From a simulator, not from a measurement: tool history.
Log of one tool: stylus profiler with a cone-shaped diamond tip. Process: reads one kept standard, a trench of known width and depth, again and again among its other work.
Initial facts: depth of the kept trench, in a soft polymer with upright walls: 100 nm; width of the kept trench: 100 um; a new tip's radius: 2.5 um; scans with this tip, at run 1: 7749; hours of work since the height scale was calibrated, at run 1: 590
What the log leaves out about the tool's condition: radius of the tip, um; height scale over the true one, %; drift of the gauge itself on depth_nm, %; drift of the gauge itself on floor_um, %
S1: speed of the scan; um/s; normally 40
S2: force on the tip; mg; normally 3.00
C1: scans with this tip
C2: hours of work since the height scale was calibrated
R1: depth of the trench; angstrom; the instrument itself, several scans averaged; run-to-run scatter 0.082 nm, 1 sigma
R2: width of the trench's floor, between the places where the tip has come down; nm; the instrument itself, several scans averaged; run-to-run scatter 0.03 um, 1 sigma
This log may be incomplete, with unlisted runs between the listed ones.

| run | day | S1 | S2 | C1 | C2 | R1 | R2 |
|---|---|---|---|---|---|---|---|
| 1 | 0.000 | 40 | 3.00 | 7749 | 590 | 1020.5 | 98360 |
| 2 | 0.854 | 40 | 3.00 | 7944 | 605 | 1020.1 | 98390 |
| 3 | 1.646 | 40 | 3.00 | 8125 | 619 | 1020.4 | 98370 |
| 4 | 2.000 | 16 | 3.00 | 8205 | 625 | 1020.3 | 98540 |
| 5 | 2.771 | 16 | 3.00 | 8381 | 638 | 1019.8 | 98520 |
| 6 | 3.529 | 16 | 3.00 | 8554 | 651 | 1020.1 | 98490 |
| 7 | 4.258 | 40 | 3.00 | 8720 | 664 | 1018.3 | 98420 |
| 8 | 5.038 | 38 | 3.00 | 8898 | 678 | 1019.6 | 98390 |
| 9 | 5.775 | 38 | 3.00 | 9066 | 691 | 1019.2 | 98350 |
| 10 | 6.312 | 34 | 3.00 | 9189 | 700 | 1021.1 | 98420 |
| 11 | 6.896 | 40 | 3.00 | 9322 | 710 | 1019.8 | 98400 |
| 12 | 7.654 | 40 | 3.00 | 9495 | 723 | 1019.4 | 98390 |
| 13 | 8.175 | 40 | 3.00 | 9614 | 732 | 1020.6 | 98320 |
| 14 | 8.629 | 17 | 6.08 | 9717 | 740 | 1033.0 | 98530 |
| 15 | 9.171 | 27 | 4.82 | 9841 | 750 | 1026.1 | 98500 |
| 16 | 9.683 | 12 | 1.62 | 9957 | 758 | 1014.1 | 98510 |
| 17 | 10.229 | 48 | 4.32 | 10082 | 768 | 1025.5 | 98370 |
| 18 | 10.962 | 41 | 3.79 | 10250 | 781 | 1022.8 | 98390 |
| 19 | 11.333 | 10 | 1.23 | 10335 | 787 | 1012.3 | 98520 |
| 20 | 11.750 | 20 | 1.76 | 10430 | 794 | 1013.9 | 98460 |
| 21 | 12.188 | 123 | 3.44 | 10529 | 802 | 1021.5 | 97960 |
| 22 | 12.950 | 16 | 8.82 | 10703 | 815 | 1041.0 | 98560 |
| 23 | 13.312 | 40 | 7.33 | 10786 | 822 | 1036.0 | 98520 |
| 24 | 13.717 | 66 | 2.46 | 10878 | 829 | 1017.2 | 98250 |

Branching from run 24: 4 alternative next runs. What would each branch give?
| A | 14.446 | 35 | 1.29 | 11044 | 841 | ? | ? |
| B | 14.446 | 15 | 2.72 | 11044 | 841 | ? | ? |
| C | 14.446 | 66 | 2.38 | 11044 | 841 | ? | ? |
| D | 14.446 | 14 | 3.08 | 11044 | 841 | ? | ? |

| run | R1 | R2 |
|---|---|---|
| A | 1011.1 | 98290 |
| B | 1017.3 | 98480 |
| C | 1016.9 | 98170 |
| D | 1018.5 | 98550 |
With no hidden state in the tool, these same runs would have given:
| run | R1 | R2 |
|---|---|---|
| A | 1011.2 | 98300 |
| B | 1017.4 | 98480 |
| C | 1017.0 | 98180 |
| D | 1018.6 | 98560 |

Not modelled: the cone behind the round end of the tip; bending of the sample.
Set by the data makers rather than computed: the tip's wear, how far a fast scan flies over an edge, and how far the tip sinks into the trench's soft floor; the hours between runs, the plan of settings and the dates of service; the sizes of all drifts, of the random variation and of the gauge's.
